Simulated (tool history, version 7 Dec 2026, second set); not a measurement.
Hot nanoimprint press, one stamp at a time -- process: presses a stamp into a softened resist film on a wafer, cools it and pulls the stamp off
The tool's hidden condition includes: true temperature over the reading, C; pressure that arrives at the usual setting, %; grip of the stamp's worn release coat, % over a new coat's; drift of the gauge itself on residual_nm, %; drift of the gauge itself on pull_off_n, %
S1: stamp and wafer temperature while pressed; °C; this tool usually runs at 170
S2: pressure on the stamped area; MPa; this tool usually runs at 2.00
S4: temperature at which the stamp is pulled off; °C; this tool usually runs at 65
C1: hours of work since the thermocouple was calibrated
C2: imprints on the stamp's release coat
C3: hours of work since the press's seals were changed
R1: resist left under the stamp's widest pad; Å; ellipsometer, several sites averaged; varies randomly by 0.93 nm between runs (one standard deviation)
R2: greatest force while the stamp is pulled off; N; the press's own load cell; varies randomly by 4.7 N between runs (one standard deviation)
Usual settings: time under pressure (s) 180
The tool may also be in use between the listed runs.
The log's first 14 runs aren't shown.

{"run": 15, "day": 15.338, "S1": 170, "S2": 2.0, "time under pressure (s)": 180, "S4": 55, "C1": 320, "C2": 255, "C3": 388, "R1": 1465, "R2": 282}
{"day": 15.85, "done": "plate thermocouple calibrated"}
{"run": 16, "day": 16.983, "S1": 170, "S2": 1.36, "time under pressure (s)": 203, "S4": 55, "C1": 19, "C2": 344, "C3": 414, "R1": 1676, "R2": 280}
{"run": 17, "day": 18.454, "S1": 170, "S2": 1.36, "time under pressure (s)": 203, "S4": 55, "C1": 44, "C2": 431, "C3": 439, "R1": 1653, "R2": 288}
{"run": 18, "day": 19.121, "S1": 170, "S2": 3.14, "time under pressure (s)": 310, "S4": 61, "C1": 55, "C2": 470, "C3": 450, "R1": 961, "R2": 242}
{"run": 19, "day": 20.0, "S1": 163, "S2": 2.28, "time under pressure (s)": 180, "S4": 65, "C1": 70, "C2": 521, "C3": 465, "R1": 1965, "R2": 227}
{"run": 20, "day": 21.246, "S1": 169, "S2": 2.28, "time under pressure (s)": 274, "S4": 65, "C1": 91, "C2": 594, "C3": 485, "R1": 1253, "R2": 243}
{"run": 21, "day": 22.288, "S1": 178, "S2": 2.0, "time under pressure (s)": 360, "S4": 69, "C1": 108, "C2": 655, "C3": 503, "R1": 737, "R2": 217}
{"run": 22, "day": 23.092, "S1": 164, "S2": 2.0, "time under pressure (s)": 91, "S4": 64, "C1": 122, "C2": 702, "C3": 517, "R1": 2262, "R2": 245}
{"run": 23, "day": 24.612, "S1": 164, "S2": 2.0, "time under pressure (s)": 91, "S4": 64, "C1": 147, "C2": 791, "C3": 542, "R1": 2267, "R2": 236}
{"run": 24, "day": 25.629, "S1": 175, "S2": 2.92, "time under pressure (s)": 180, "S4": 55, "C1": 164, "C2": 851, "C3": 559, "R1": 960, "R2": 281}
{"run": 25, "day": 26.729, "S1": 175, "S2": 1.79, "time under pressure (s)": 180, "S4": 55, "C1": 183, "C2": 916, "C3": 578, "R1": 1207, "R2": 280}
{"run": 26, "day": 28.242, "S1": 173, "S2": 2.0, "time under pressure (s)": 180, "S4": 65, "C1": 208, "C2": 1004, "C3": 603, "R1": 1261, "R2": 232}
{"run": 27, "day": 29.562, "S1": 159, "S2": 2.14, "time under pressure (s)": 98, "S4": 63, "C1": 230, "C2": 1081, "C3": 625, "R1": 2557, "R2": 245}
{"run": 28, "day": 30.892, "S1": 159, "S2": 2.14, "time under pressure (s)": 98, "S4": 63, "C1": 253, "C2": 1159, "C3": 648, "R1": 2515, "R2": 250}
{"run": 29, "day": 31.596, "S1": 170, "S2": 1.86, "time under pressure (s)": 180, "S4": 71, "C1": 265, "C2": 1201, "C3": 659, "R1": 1512, "R2": 206}
{"run": 30, "day": 32.604, "S1": 162, "S2": 2.21, "time under pressure (s)": 337, "S4": 64, "C1": 282, "C2": 1260, "C3": 676, "R1": 1717, "R2": 237}

Forecast each of these 4 alternatives for the next run:
{"run": "A", "day": 33.904, "S1": 162, "S2": 2.21, "time under pressure (s)": 337, "S4": 57, "C1": 303, "C2": 1336, "C3": 698, "R1": "?", "R2": "?"}
{"run": "B", "day": 33.904, "S1": 162, "S2": 2.0, "time under pressure (s)": 314, "S4": 68, "C1": 303, "C2": 1336, "C3": 698, "R1": "?", "R2": "?"}
{"run": "C", "day": 33.904, "S1": 161, "S2": 2.0, "time under pressure (s)": 331, "S4": 65, "C1": 303, "C2": 1336, "C3": 698, "R1": "?", "R2": "?"}
{"run": "D", "day": 33.904, "S1": 161, "S2": 2.0, "time under pressure (s)": 180, "S4": 65, "C1": 303, "C2": 1336, "C3": 698, "R1": "?", "R2": "?"}

run=A R1=1664 R2=279
run=B R1=1806 R2=218
run=C R1=1848 R2=241
run=D R1=2165 R2=227
The same runs, with their run-to-run variation unchanged, on a tool lacking any hidden condition would have given:
run=A R1=1666 R2=277
run=B R1=1809 R2=216
run=C R1=1851 R2=239
run=D R1=2167 R2=225

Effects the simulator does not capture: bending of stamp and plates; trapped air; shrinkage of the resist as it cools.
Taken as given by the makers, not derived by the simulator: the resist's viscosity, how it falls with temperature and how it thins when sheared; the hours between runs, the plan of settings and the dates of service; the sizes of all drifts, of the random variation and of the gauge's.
